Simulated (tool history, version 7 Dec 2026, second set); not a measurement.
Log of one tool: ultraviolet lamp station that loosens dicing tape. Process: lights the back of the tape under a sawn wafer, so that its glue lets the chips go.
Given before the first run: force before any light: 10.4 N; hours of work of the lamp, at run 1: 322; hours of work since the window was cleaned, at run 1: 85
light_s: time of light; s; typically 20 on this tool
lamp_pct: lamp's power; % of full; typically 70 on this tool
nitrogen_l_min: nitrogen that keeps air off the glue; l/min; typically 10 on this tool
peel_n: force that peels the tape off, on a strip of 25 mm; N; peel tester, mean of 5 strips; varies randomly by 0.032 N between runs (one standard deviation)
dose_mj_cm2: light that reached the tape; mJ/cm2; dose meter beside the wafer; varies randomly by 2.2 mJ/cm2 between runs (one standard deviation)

run	hour	light_s	lamp_pct	nitrogen_l_min	hours of work of the lamp	hours of work since the window was cleaned	peel_n	dose_mj_cm2
1	0	20	70	10	322	85	1.608	195
2	12.8	20	70	10	332	95	1.603	197
3	28	20	70	10	343	106	1.586	197
4	52.3	20	70	10	361	124	1.573	197
5	78.1	20	70	10	380	143	1.56	196
6	92.2	20	70	10	391	154	1.59	197
7	116.6	23	70	5	409	172	1.603	228
8	138.6	20	85	3	425	188	1.779	238
9	153.4	20	85	3	436	199	1.776	239
10	170.9	20	85	16	449	212	0.92	243
11	195.7	27	95	4	467	230	0.711	359

Here are 3 independent what-if runs from the current tool condition. What would each one return?
A	219.6	20	85	9	485	248	?	?
B	219.6	37	83	9	485	248	?	?
C	219.6	27	95	16	485	248	?	?

run	peel_n	dose_mj_cm2
A	1.164	237
B	0.308	427
C	0.363	358
With the hidden condition removed and each run's random variation left untouched, the same runs would have given:
run	peel_n	dose_mj_cm2
A	1.16	238
B	0.306	428
C	0.362	359
